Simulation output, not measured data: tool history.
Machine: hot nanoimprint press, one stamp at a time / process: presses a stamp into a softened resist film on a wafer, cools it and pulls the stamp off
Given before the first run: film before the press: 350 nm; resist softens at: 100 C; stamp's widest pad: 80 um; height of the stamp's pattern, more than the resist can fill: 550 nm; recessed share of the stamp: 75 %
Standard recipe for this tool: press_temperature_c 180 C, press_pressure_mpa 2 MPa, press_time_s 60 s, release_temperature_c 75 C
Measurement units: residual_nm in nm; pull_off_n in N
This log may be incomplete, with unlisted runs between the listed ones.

| run | hour | press_temperature_c | press_pressure_mpa | press_time_s | release_temperature_c | residual_nm | pull_off_n |
|---|---|---|---|---|---|---|---|
| 1 | 0 | 180 | 2 | 60 | 75 | 135.5 | 242 |
| 2 | 35.1 | 180 | 2 | 60 | 75 | 135.4 | 247 |
| 3 | 52 | 180 | 2 | 60 | 75 | 135.8 | 244 |
| 4 | 84.4 | 180 | 2.43 | 60 | 75 | 123.1 | 255 |
| 5 | 113.9 | 180 | 2.43 | 60 | 75 | 123.4 | 259 |
| 6 | 149 | 180 | 2.43 | 60 | 75 | 122.7 | 256 |
| 7 | 178.2 | 180 | 1.47 | 60 | 75 | 155.1 | 259 |
| 8 | 215.7 | 180 | 1.47 | 60 | 75 | 152.2 | 269 |
| 9 | 247.2 | 180 | 2 | 60 | 72 | 131.8 | 236 |
| 10 | 264.7 | 168 | 1.33 | 60 | 76 | 256.6 | 227 |
| 11 | 297.4 | 168 | 1.33 | 60 | 76 | 255.3 | 234 |
| 12 | 329.8 | 168 | 1.33 | 60 | 76 | 255.6 | 237 |
| 13 | 362.1 | 168 | 1.33 | 60 | 76 | 265.9 | 242 |
| 14 | 381.2 | 168 | 1.33 | 60 | 76 | 267.7 | 245 |
| 15 | 411 | 169 | 2 | 60 | 75 | 227 | 254 |
| 16 | 442.4 | 169 | 2 | 60 | 76 | 227.8 | 253 |

Withheld: 3 entries from between the runs. Position of each, and hidden state at the listed run before versus the listed run after:
Between runs 7 and 8: plate thermocouple calibrated (hour 182.8)
  true temperature over the reading, C: 0.77 -> 1.32; pressure that arrives at the usual setting, %: 95.62 -> 95.45; grip of the stamp's worn release coat, % over a new coat's: 14.5 -> 16.3
  the result without the hidden state subtracted from the measured one, residual_nm: -3.1 -> -6.9 nm; pull_off_n: +31 -> +35 N
Between runs 8 and 9: stamp cleaned and given a new release coat (hour 234)
  true temperature over the reading, C: 1.32 -> 1.36; pressure that arrives at the usual setting, %: 95.45 -> 95.34; grip of the stamp's worn release coat, % over a new coat's: 16.3 -> 0.7
  the result without the hidden state subtracted from the measured one, residual_nm: -6.9 -> -5.6 nm; pull_off_n: +35 -> -2 N
Between runs 12 and 13: plate thermocouple calibrated, once more (hour 341.3)
  true temperature over the reading, C: 1.52 -> 0.16; pressure that arrives at the usual setting, %: 94.95 -> 94.82; grip of the stamp's worn release coat, % over a new coat's: 5 -> 6.5
  the result without the hidden state subtracted from the measured one, residual_nm: -9.9 -> +1.2 nm; pull_off_n: +7 -> +15 N
